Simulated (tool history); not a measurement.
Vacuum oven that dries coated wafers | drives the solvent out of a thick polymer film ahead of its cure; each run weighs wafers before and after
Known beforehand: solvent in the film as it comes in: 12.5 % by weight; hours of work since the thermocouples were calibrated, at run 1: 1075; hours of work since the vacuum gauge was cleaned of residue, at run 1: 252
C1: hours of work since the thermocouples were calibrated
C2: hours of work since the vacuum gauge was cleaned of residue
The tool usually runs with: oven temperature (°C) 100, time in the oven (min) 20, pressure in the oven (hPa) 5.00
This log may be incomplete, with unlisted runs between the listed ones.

run 1 hour=0.0 | oven_temperature_(°C)=100 time_in_the_oven_(min)=20 pressure_in_the_oven_(hPa)=5.00 | C1=1075 C2=252 | solvent_left_in_the_film_(%)=2.07
run 2 hour=9.8 | oven_temperature_(°C)=100 time_in_the_oven_(min)=20 pressure_in_the_oven_(hPa)=5.00 | C1=1081 C2=257 | solvent_left_in_the_film_(%)=2.06
run 3 hour=22.1 | oven_temperature_(°C)=100 time_in_the_oven_(min)=20 pressure_in_the_oven_(hPa)=5.00 | C1=1087 C2=264 | solvent_left_in_the_film_(%)=2.06
run 4 hour=28.4 | oven_temperature_(°C)=100 time_in_the_oven_(min)=20 pressure_in_the_oven_(hPa)=5.00 | C1=1090 C2=267 | solvent_left_in_the_film_(%)=2.01
run 5 hour=40.8 | oven_temperature_(°C)=100 time_in_the_oven_(min)=20 pressure_in_the_oven_(hPa)=18.29 | C1=1097 C2=274 | solvent_left_in_the_film_(%)=2.26
run 6 hour=49.7 | oven_temperature_(°C)=100 time_in_the_oven_(min)=20 pressure_in_the_oven_(hPa)=18.29 | C1=1102 C2=279 | solvent_left_in_the_film_(%)=2.26
run 7 hour=58.1 | oven_temperature_(°C)=97 time_in_the_oven_(min)=20 pressure_in_the_oven_(hPa)=5.00 | C1=1106 C2=283 | solvent_left_in_the_film_(%)=2.72
run 8 hour=66.0 | oven_temperature_(°C)=97 time_in_the_oven_(min)=20 pressure_in_the_oven_(hPa)=5.00 | C1=1111 C2=288 | solvent_left_in_the_film_(%)=2.72
run 9 hour=73.6 | oven_temperature_(°C)=97 time_in_the_oven_(min)=12 pressure_in_the_oven_(hPa)=5.00 | C1=1115 C2=292 | solvent_left_in_the_film_(%)=4.54
run 10 hour=84.1 | oven_temperature_(°C)=100 time_in_the_oven_(min)=20 pressure_in_the_oven_(hPa)=5.00 | C1=1120 C2=297 | solvent_left_in_the_film_(%)=2.05
run 11 hour=97.8 | oven_temperature_(°C)=100 time_in_the_oven_(min)=20 pressure_in_the_oven_(hPa)=5.00 | C1=1128 C2=305 | solvent_left_in_the_film_(%)=2.05
run 12 hour=111.0 | oven_temperature_(°C)=100 time_in_the_oven_(min)=20 pressure_in_the_oven_(hPa)=5.00 | C1=1135 C2=312 | solvent_left_in_the_film_(%)=2.07
run 13 hour=120.4 | oven_temperature_(°C)=100 time_in_the_oven_(min)=20 pressure_in_the_oven_(hPa)=12.05 | C1=1140 C2=317 | solvent_left_in_the_film_(%)=2.16
run 14 hour=134.5 | oven_temperature_(°C)=100 time_in_the_oven_(min)=28 pressure_in_the_oven_(hPa)=5.00 | C1=1147 C2=324 | solvent_left_in_the_film_(%)=1.09
run 15 hour=148.2 | oven_temperature_(°C)=100 time_in_the_oven_(min)=20 pressure_in_the_oven_(hPa)=5.00 | C1=1155 C2=331 | solvent_left_in_the_film_(%)=2.04
run 16 hour=158.9 | oven_temperature_(°C)=100 time_in_the_oven_(min)=20 pressure_in_the_oven_(hPa)=5.28 | C1=1160 C2=337 | solvent_left_in_the_film_(%)=2.05
run 17 hour=171.6 | oven_temperature_(°C)=100 time_in_the_oven_(min)=20 pressure_in_the_oven_(hPa)=5.28 | C1=1167 C2=344 | solvent_left_in_the_film_(%)=2.04
run 18 hour=184.1 | oven_temperature_(°C)=100 time_in_the_oven_(min)=20 pressure_in_the_oven_(hPa)=5.28 | C1=1174 C2=351 | solvent_left_in_the_film_(%)=2.02
run 19 hour=193.0 | oven_temperature_(°C)=100 time_in_the_oven_(min)=20 pressure_in_the_oven_(hPa)=5.28 | C1=1178 C2=355 | solvent_left_in_the_film_(%)=2.04
run 20 hour=206.8 | oven_temperature_(°C)=100 time_in_the_oven_(min)=11 pressure_in_the_oven_(hPa)=5.00 | C1=1186 C2=363 | solvent_left_in_the_film_(%)=4.15
run 21 hour=219.3 | oven_temperature_(°C)=100 time_in_the_oven_(min)=11 pressure_in_the_oven_(hPa)=5.00 | C1=1193 C2=369 | solvent_left_in_the_film_(%)=4.14
run 22 hour=233.4 | oven_temperature_(°C)=100 time_in_the_oven_(min)=11 pressure_in_the_oven_(hPa)=5.00 | C1=1200 C2=377 | solvent_left_in_the_film_(%)=4.15
run 23 hour=247.5 | oven_temperature_(°C)=100 time_in_the_oven_(min)=27 pressure_in_the_oven_(hPa)=5.00 | C1=1208 C2=385 | solvent_left_in_the_film_(%)=1.19
run 24 hour=255.5 | oven_temperature_(°C)=100 time_in_the_oven_(min)=27 pressure_in_the_oven_(hPa)=15.26 | C1=1212 C2=389 | solvent_left_in_the_film_(%)=1.39
run 25 hour=264.3 | oven_temperature_(°C)=100 time_in_the_oven_(min)=27 pressure_in_the_oven_(hPa)=15.26 | C1=1217 C2=394 | solvent_left_in_the_film_(%)=1.38
run 26 hour=278.6 | oven_temperature_(°C)=98 time_in_the_oven_(min)=12 pressure_in_the_oven_(hPa)=16.67 | C1=1224 C2=401 | solvent_left_in_the_film_(%)=4.49
run 27 hour=291.7 | oven_temperature_(°C)=100 time_in_the_oven_(min)=11 pressure_in_the_oven_(hPa)=4.98 | C1=1231 C2=408 | solvent_left_in_the_film_(%)=4.17
run 28 hour=297.7 | oven_temperature_(°C)=100 time_in_the_oven_(min)=11 pressure_in_the_oven_(hPa)=4.98 | C1=1234 C2=411 | solvent_left_in_the_film_(%)=4.15
run 29 hour=309.2 | oven_temperature_(°C)=98 time_in_the_oven_(min)=13 pressure_in_the_oven_(hPa)=12.04 | C1=1241 C2=418 | solvent_left_in_the_film_(%)=4.14
run 30 hour=321.2 | oven_temperature_(°C)=97 time_in_the_oven_(min)=28 pressure_in_the_oven_(hPa)=2.84 | C1=1247 C2=424 | solvent_left_in_the_film_(%)=1.56
run 31 hour=332.8 | oven_temperature_(°C)=99 time_in_the_oven_(min)=12 pressure_in_the_oven_(hPa)=3.17 | C1=1253 C2=430 | solvent_left_in_the_film_(%)=4.01
run 32 hour=344.7 | oven_temperature_(°C)=97 time_in_the_oven_(min)=17 pressure_in_the_oven_(hPa)=3.26 | C1=1260 C2=437 | solvent_left_in_the_film_(%)=3.24
run 33 hour=355.6 | oven_temperature_(°C)=97 time_in_the_oven_(min)=11 pressure_in_the_oven_(hPa)=10.02 | C1=1265 C2=442 | solvent_left_in_the_film_(%)=4.95
run 34 hour=365.4 | oven_temperature_(°C)=89 time_in_the_oven_(min)=20 pressure_in_the_oven_(hPa)=16.52 | C1=1271 C2=448 | solvent_left_in_the_film_(%)=4.96
run 35 hour=371.4 | oven_temperature_(°C)=98 time_in_the_oven_(min)=31 pressure_in_the_oven_(hPa)=12.77 | C1=1274 C2=451 | solvent_left_in_the_film_(%)=1.33
run 36 hour=383.3 | oven_temperature_(°C)=100 time_in_the_oven_(min)=26 pressure_in_the_oven_(hPa)=3.44 | C1=1280 C2=457 | solvent_left_in_the_film_(%)=1.26
run 37 hour=397.3 | oven_temperature_(°C)=99 time_in_the_oven_(min)=16 pressure_in_the_oven_(hPa)=5.00 | C1=1288 C2=465 | solvent_left_in_the_film_(%)=3.02
run 38 hour=406.0 | oven_temperature_(°C)=98 time_in_the_oven_(min)=27 pressure_in_the_oven_(hPa)=15.95 | C1=1292 C2=469 | solvent_left_in_the_film_(%)=1.72
run 39 hour=420.2 | oven_temperature_(°C)=97 time_in_the_oven_(min)=26 pressure_in_the_oven_(hPa)=2.71 | C1=1300 C2=477 | solvent_left_in_the_film_(%)=1.80
run 40 hour=431.4 | oven_temperature_(°C)=97 time_in_the_oven_(min)=26 pressure_in_the_oven_(hPa)=2.71 | C1=1306 C2=483 | solvent_left_in_the_film_(%)=1.78
run 41 hour=437.5 | oven_temperature_(°C)=97 time_in_the_oven_(min)=26 pressure_in_the_oven_(hPa)=2.71 | C1=1309 C2=486 | solvent_left_in_the_film_(%)=1.79
run 42 hour=449.5 | oven_temperature_(°C)=101 time_in_the_oven_(min)=26 pressure_in_the_oven_(hPa)=6.58 | C1=1316 C2=493 | solvent_left_in_the_film_(%)=1.15
run 43 hour=458.3 | oven_temperature_(°C)=101 time_in_the_oven_(min)=26 pressure_in_the_oven_(hPa)=6.58 | C1=1320 C2=497 | solvent_left_in_the_film_(%)=1.14

Some steps in solvent left in the film (%) between neighbouring runs. How much of each would the tool show without its hidden state too (settings, what came in, random variation), and how much is left for the hidden state, with any gauge scatter that isn't in both results?
Hidden state at play: true wafer temperature over the reading, C; true pressure over the reading, kPa; drift of the gauge itself on solvent_pct, %.
Run 22 -> 23: time in the oven (min) 11 -> 27. solvent left in the film (%) -2.96: hidden state +0.09, all else -3.05.
Run 25 -> 26: oven temperature (°C) 100 -> 98, time in the oven (min) 27 -> 12, pressure in the oven (hPa) 15.26 -> 16.67. solvent left in the film (%) +3.11: hidden state -0.10, all else +3.21.
Run 34 -> 35: oven temperature (°C) 89 -> 98, time in the oven (min) 20 -> 31, pressure in the oven (hPa) 16.52 -> 12.77. solvent left in the film (%) -3.63: hidden state +0.10, all else -3.73.

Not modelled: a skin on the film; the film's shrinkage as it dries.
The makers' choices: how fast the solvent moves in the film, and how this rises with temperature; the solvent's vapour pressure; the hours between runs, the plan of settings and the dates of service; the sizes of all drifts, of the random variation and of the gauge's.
